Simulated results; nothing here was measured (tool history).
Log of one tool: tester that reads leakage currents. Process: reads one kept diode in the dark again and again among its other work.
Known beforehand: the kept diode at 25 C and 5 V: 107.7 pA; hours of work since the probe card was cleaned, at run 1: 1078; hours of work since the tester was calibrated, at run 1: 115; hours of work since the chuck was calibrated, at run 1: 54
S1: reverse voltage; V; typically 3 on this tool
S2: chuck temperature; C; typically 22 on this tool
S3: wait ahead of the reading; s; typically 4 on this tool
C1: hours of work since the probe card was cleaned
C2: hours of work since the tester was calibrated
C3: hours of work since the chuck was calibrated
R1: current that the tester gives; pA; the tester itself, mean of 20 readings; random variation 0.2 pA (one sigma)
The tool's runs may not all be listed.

run 1 hour=0 | S1=3 S2=22 S3=4 | C1=1078 C2=115 C3=54 | R1=70.02
run 2 hour=80.5 | S1=10.52 S2=22 S3=4 | C1=1111 C2=147 C3=86 | R1=138.04
-- hour=125.8 probe card cleaned and baked
run 3 hour=141 | S1=10.52 S2=22 S3=4 | C1=6 C2=170 C3=109 | R1=118.03
run 4 hour=237 | S1=10.52 S2=22 S3=4 | C1=45 C2=209 C3=148 | R1=119.44
run 5 hour=302.5 | S1=10.52 S2=22 S3=4 | C1=71 C2=235 C3=174 | R1=120.28
run 6 hour=409.4 | S1=3 S2=22 S3=0.6 | C1=114 C2=278 C3=217 | R1=66.91
run 7 hour=509.9 | S1=7.32 S2=22 S3=4 | C1=154 C2=319 C3=258 | R1=102.88
run 8 hour=560.5 | S1=7.32 S2=22 S3=4 | C1=175 C2=339 C3=278 | R1=102.81
run 9 hour=625 | S1=7.32 S2=34 S3=4 | C1=201 C2=365 C3=304 | R1=294.72
run 10 hour=716.3 | S1=7.32 S2=34 S3=4 | C1=237 C2=402 C3=341 | R1=294.87
run 11 hour=808.9 | S1=3 S2=22 S3=2.72 | C1=275 C2=439 C3=378 | R1=67.66
run 12 hour=896.4 | S1=3 S2=22 S3=2.72 | C1=310 C2=474 C3=413 | R1=68.24
run 13 hour=979.9 | S1=3 S2=22 S3=4 | C1=343 C2=508 C3=447 | R1=68.28
run 14 hour=1050.3 | S1=3 S2=22 S3=4 | C1=372 C2=536 C3=475 | R1=68.5
run 15 hour=1134.1 | S1=3 S2=22 S3=4 | C1=405 C2=570 C3=509 | R1=69.31
run 16 hour=1208 | S1=3 S2=22 S3=4 | C1=435 C2=599 C3=538 | R1=69.24
run 17 hour=1306.7 | S1=3 S2=22 S3=4 | C1=475 C2=639 C3=578 | R1=70.05
run 18 hour=1378.9 | S1=3.97 S2=22 S3=4 | C1=504 C2=668 C3=607 | R1=80.41
run 19 hour=1459.7 | S1=3.97 S2=22 S3=4 | C1=536 C2=701 C3=640 | R1=80.6
run 20 hour=1512.8 | S1=3.97 S2=22 S3=4 | C1=558 C2=722 C3=661 | R1=81.28
run 21 hour=1620 | S1=1.16 S2=51 S3=4 | C1=601 C2=765 C3=704 | R1=494.51
run 22 hour=1701.5 | S1=8.21 S2=22 S3=4 | C1=633 C2=798 C3=737 | R1=118.66
run 23 hour=1747.4 | S1=3 S2=53 S3=5.49 | C1=652 C2=816 C3=755 | R1=909.53
run 24 hour=1841.4 | S1=3 S2=53 S3=5.49 | C1=690 C2=854 C3=793 | R1=910.15
run 25 hour=1907.5 | S1=3.02 S2=22 S3=0.91 | C1=716 C2=881 C3=820 | R1=72.99
run 26 hour=1970.8 | S1=6.86 S2=46 S3=4.87 | C1=742 C2=906 C3=845 | R1=789.72
run 27 hour=2069.4 | S1=6.86 S2=46 S3=4.87 | C1=781 C2=946 C3=885 | R1=795.33
run 28 hour=2172.4 | S1=6.86 S2=46 S3=4.87 | C1=823 C2=987 C3=926 | R1=796.24
run 29 hour=2265.2 | S1=7.16 S2=47 S3=0.69 | C1=860 C2=1024 C3=963 | R1=882.62
run 30 hour=2356 | S1=2.52 S2=47 S3=0.69 | C1=897 C2=1061 C3=1000 | R1=535.68
run 31 hour=2463.3 | S1=4.09 S2=28 S3=0.69 | C1=940 C2=1104 C3=1043 | R1=146.62
run 32 hour=2557.4 | S1=10.09 S2=35 S3=3.61 | C1=978 C2=1142 C3=1081 | R1=407.02
-- hour=2597.3 chuck's temperature calibrated
run 33 hour=2610.8 | S1=3 S2=50 S3=4 | C1=998 C2=1163 C3=5 | R1=694.75
run 34 hour=2691.7 | S1=3 S2=50 S3=4 | C1=1031 C2=1195 C3=38 | R1=699.36
run 35 hour=2798.7 | S1=6.52 S2=22 S3=4 | C1=1074 C2=1238 C3=81 | R1=106.57
run 36 hour=2906.6 | S1=2.73 S2=32 S3=1.26 | C1=1117 C2=1281 C3=124 | R1=158.2
-- hour=2936.2 probe card cleaned and baked
run 37 hour=2990.6 | S1=3 S2=22 S3=3.49 | C1=22 C2=1314 C3=157 | R1=66.11
run 38 hour=3040.4 | S1=4.28 S2=28 S3=2.72 | C1=42 C2=1334 C3=177 | R1=134.34
run 39 hour=3121 | S1=2.71 S2=24 S3=9.29 | C1=74 C2=1366 C3=209 | R1=75.36

Alternative continuations, all from the tool just after run 39; predict every row:
run A hour=3199.6 | S1=6.81 S2=23 S3=9.29 | C1=106 C2=1398 C3=241 | R1=?
run B hour=3199.6 | S1=7.63 S2=23 S3=9.29 | C1=106 C2=1398 C3=241 | R1=?
run C hour=3199.6 | S1=2.71 S2=34 S3=9.29 | C1=106 C2=1398 C3=241 | R1=?
run D hour=3199.6 | S1=19.53 S2=21 S3=9.29 | C1=106 C2=1398 C3=241 | R1=?
run E hour=3199.6 | S1=2.17 S2=20 S3=7.74 | C1=106 C2=1398 C3=241 | R1=?

run=A R1=108.77
run=B R1=114.58
run=C R1=183.26
run=D R1=151.12
run=E R1=47.18
With the hidden condition removed and each run's random variation left untouched, the same runs would have given:
run=A R1=104.55
run=B R1=110.04
run=C R1=178.19
run=D R1=143.37
run=E R1=45.45
